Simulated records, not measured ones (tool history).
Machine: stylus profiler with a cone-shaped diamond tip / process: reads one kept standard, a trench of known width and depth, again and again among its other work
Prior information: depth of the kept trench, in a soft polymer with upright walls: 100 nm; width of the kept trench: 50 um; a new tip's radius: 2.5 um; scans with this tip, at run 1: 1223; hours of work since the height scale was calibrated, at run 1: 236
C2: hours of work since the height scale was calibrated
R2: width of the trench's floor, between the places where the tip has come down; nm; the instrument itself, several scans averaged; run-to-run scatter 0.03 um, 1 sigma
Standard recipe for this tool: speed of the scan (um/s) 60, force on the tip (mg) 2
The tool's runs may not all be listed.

run 1 day=0 | speed_of_the_scan_(um/s)=60 force_on_the_tip_(mg)=2 | scans_with_this_tip=1223 C2=236 | depth_of_the_trench_(nm)=101.5 R2=48230
run 2 day=1.996 | speed_of_the_scan_(um/s)=60 force_on_the_tip_(mg)=2 | scans_with_this_tip=1393 C2=269 | depth_of_the_trench_(nm)=101.51 R2=48320
run 3 day=3.3 | speed_of_the_scan_(um/s)=60 force_on_the_tip_(mg)=2 | scans_with_this_tip=1504 C2=290 | depth_of_the_trench_(nm)=101.52 R2=48240
run 4 day=4.217 | speed_of_the_scan_(um/s)=60 force_on_the_tip_(mg)=2 | scans_with_this_tip=1582 C2=305 | depth_of_the_trench_(nm)=101.55 R2=48220
run 5 day=5.783 | speed_of_the_scan_(um/s)=60 force_on_the_tip_(mg)=2 | scans_with_this_tip=1715 C2=331 | depth_of_the_trench_(nm)=101.57 R2=48300
run 6 day=6.838 | speed_of_the_scan_(um/s)=60 force_on_the_tip_(mg)=2 | scans_with_this_tip=1805 C2=349 | depth_of_the_trench_(nm)=101.54 R2=48240
run 7 day=8.362 | speed_of_the_scan_(um/s)=60 force_on_the_tip_(mg)=2 | scans_with_this_tip=1935 C2=374 | depth_of_the_trench_(nm)=101.57 R2=48230
run 8 day=10.125 | speed_of_the_scan_(um/s)=60 force_on_the_tip_(mg)=2 | scans_with_this_tip=2085 C2=403 | depth_of_the_trench_(nm)=101.58 R2=48190
run 9 day=11.592 | speed_of_the_scan_(um/s)=238 force_on_the_tip_(mg)=2 | scans_with_this_tip=2210 C2=427 | depth_of_the_trench_(nm)=101.58 R2=47470
run 10 day=13.046 | speed_of_the_scan_(um/s)=238 force_on_the_tip_(mg)=2 | scans_with_this_tip=2334 C2=451 | depth_of_the_trench_(nm)=101.61 R2=47530
run 11 day=13.958 | speed_of_the_scan_(um/s)=238 force_on_the_tip_(mg)=2 | scans_with_this_tip=2411 C2=466 | depth_of_the_trench_(nm)=101.59 R2=47460
run 12 day=15.271 | speed_of_the_scan_(um/s)=238 force_on_the_tip_(mg)=2 | scans_with_this_tip=2523 C2=487 | depth_of_the_trench_(nm)=101.63 R2=47520
run 13 day=17.017 | speed_of_the_scan_(um/s)=238 force_on_the_tip_(mg)=2 | scans_with_this_tip=2672 C2=516 | depth_of_the_trench_(nm)=101.62 R2=47480
run 14 day=18.954 | speed_of_the_scan_(um/s)=238 force_on_the_tip_(mg)=0.7 | scans_with_this_tip=2837 C2=548 | depth_of_the_trench_(nm)=100.91 R2=46820
run 15 day=20.904 | speed_of_the_scan_(um/s)=238 force_on_the_tip_(mg)=0.7 | scans_with_this_tip=3003 C2=580 | depth_of_the_trench_(nm)=100.95 R2=46810
run 16 day=22.712 | speed_of_the_scan_(um/s)=238 force_on_the_tip_(mg)=0.7 | scans_with_this_tip=3157 C2=610 | depth_of_the_trench_(nm)=100.99 R2=46810
run 17 day=24.121 | speed_of_the_scan_(um/s)=238 force_on_the_tip_(mg)=0.7 | scans_with_this_tip=3277 C2=633 | depth_of_the_trench_(nm)=100.97 R2=46810
run 18 day=25.108 | speed_of_the_scan_(um/s)=60 force_on_the_tip_(mg)=2 | scans_with_this_tip=3361 C2=649 | depth_of_the_trench_(nm)=101.7 R2=48160
run 19 day=26.933 | speed_of_the_scan_(um/s)=60 force_on_the_tip_(mg)=2 | scans_with_this_tip=3516 C2=679 | depth_of_the_trench_(nm)=101.69 R2=48120
run 20 day=28.225 | speed_of_the_scan_(um/s)=60 force_on_the_tip_(mg)=2 | scans_with_this_tip=3627 C2=700 | depth_of_the_trench_(nm)=101.69 R2=48100
run 21 day=29.783 | speed_of_the_scan_(um/s)=219 force_on_the_tip_(mg)=4.71 | scans_with_this_tip=3759 C2=726 | depth_of_the_trench_(nm)=102.79 R2=47820
run 22 day=31.675 | speed_of_the_scan_(um/s)=18 force_on_the_tip_(mg)=4.71 | scans_with_this_tip=3921 C2=757 | depth_of_the_trench_(nm)=102.82 R2=48350
run 23 day=32.958 | speed_of_the_scan_(um/s)=18 force_on_the_tip_(mg)=4.71 | scans_with_this_tip=4030 C2=778 | depth_of_the_trench_(nm)=102.86 R2=48320
run 24 day=34.962 | speed_of_the_scan_(um/s)=16 force_on_the_tip_(mg)=2.41 | scans_with_this_tip=4200 C2=811 | depth_of_the_trench_(nm)=101.92 R2=48270
run 25 day=36.912 | speed_of_the_scan_(um/s)=40 force_on_the_tip_(mg)=2.24 | scans_with_this_tip=4367 C2=843 | depth_of_the_trench_(nm)=101.91 R2=48190
-- day=37.1 height scale calibrated on a step standard
run 26 day=38.183 | speed_of_the_scan_(um/s)=43 force_on_the_tip_(mg)=1.4 | scans_with_this_tip=4473 C2=18 | depth_of_the_trench_(nm)=101.58 R2=48120
run 27 day=39.846 | speed_of_the_scan_(um/s)=16 force_on_the_tip_(mg)=4.11 | scans_with_this_tip=4614 C2=45 | depth_of_the_trench_(nm)=102.83 R2=48340
run 28 day=40.954 | speed_of_the_scan_(um/s)=164 force_on_the_tip_(mg)=4.28 | scans_with_this_tip=4709 C2=63 | depth_of_the_trench_(nm)=102.86 R2=47920
run 29 day=41.975 | speed_of_the_scan_(um/s)=20 force_on_the_tip_(mg)=4.45 | scans_with_this_tip=4796 C2=80 | depth_of_the_trench_(nm)=102.96 R2=48300
-- day=43.367 height scale calibrated on a step standard, once more
run 30 day=43.408 | speed_of_the_scan_(um/s)=20 force_on_the_tip_(mg)=4.45 | scans_with_this_tip=4916 C2=1 | depth_of_the_trench_(nm)=102.37 R2=48310
run 31 day=44.742 | speed_of_the_scan_(um/s)=20 force_on_the_tip_(mg)=4.45 | scans_with_this_tip=5030 C2=23 | depth_of_the_trench_(nm)=102.44 R2=48300
run 32 day=46.471 | speed_of_the_scan_(um/s)=148 force_on_the_tip_(mg)=0.93 | scans_with_this_tip=5177 C2=51 | depth_of_the_trench_(nm)=100.91 R2=47480
run 33 day=47.612 | speed_of_the_scan_(um/s)=184 force_on_the_tip_(mg)=2.66 | scans_with_this_tip=5274 C2=70 | depth_of_the_trench_(nm)=101.73 R2=47710
run 34 day=49.742 | speed_of_the_scan_(um/s)=184 force_on_the_tip_(mg)=2.66 | scans_with_this_tip=5456 C2=105 | depth_of_the_trench_(nm)=101.77 R2=47690
run 35 day=50.775 | speed_of_the_scan_(um/s)=184 force_on_the_tip_(mg)=2.66 | scans_with_this_tip=5543 C2=122 | depth_of_the_trench_(nm)=101.8 R2=47610
run 36 day=51.954 | speed_of_the_scan_(um/s)=71 force_on_the_tip_(mg)=2.69 | scans_with_this_tip=5644 C2=141 | depth_of_the_trench_(nm)=101.79 R2=48030
run 37 day=52.929 | speed_of_the_scan_(um/s)=71 force_on_the_tip_(mg)=2.69 | scans_with_this_tip=5727 C2=157 | depth_of_the_trench_(nm)=101.78 R2=48040
run 38 day=55.042 | speed_of_the_scan_(um/s)=71 force_on_the_tip_(mg)=2.69 | scans_with_this_tip=5907 C2=192 | depth_of_the_trench_(nm)=101.84 R2=48070

For some of the steps in depth of the trench (nm) from one run to the next: how much would appear even if the tool had no hidden state, given the settings, what came in and random variation, and how much remains for the hidden state plus any gauge scatter that the measured result and the result without hidden state don't share?
Hidden conditions of the tool in this case: radius of the tip, um; height scale over the true one, %; drift of the gauge itself on depth_nm, %; drift of the gauge itself on floor_um, %.
Run 1 -> 2: nothing adjusted, nothing logged. depth of the trench (nm) +0.01: hidden state +0.02, all else -0.01.
Run 20 -> 21: speed of the scan (um/s) 60 -> 219, force on the tip (mg) 2 -> 4.71. depth of the trench (nm) +1.1: hidden state +0.01, all else +1.09.
Run 25 -> 26: speed of the scan (um/s) 40 -> 43, force on the tip (mg) 2.24 -> 1.4, height scale calibrated on a step standard. depth of the trench (nm) -0.33: hidden state +0.15, all else -0.48.
Run 26 -> 27: speed of the scan (um/s) 43 -> 16, force on the tip (mg) 1.4 -> 4.11. depth of the trench (nm) +1.25: hidden state +0.02, all else +1.23.
Run 29 -> 30: height scale calibrated on a step standard, once more. depth of the trench (nm) -0.59: hidden state -0.54, all else -0.05.
Run 31 -> 32: speed of the scan (um/s) 20 -> 148, force on the tip (mg) 4.45 -> 0.93. depth of the trench (nm) -1.53: hidden state +0.01, all else -1.54.
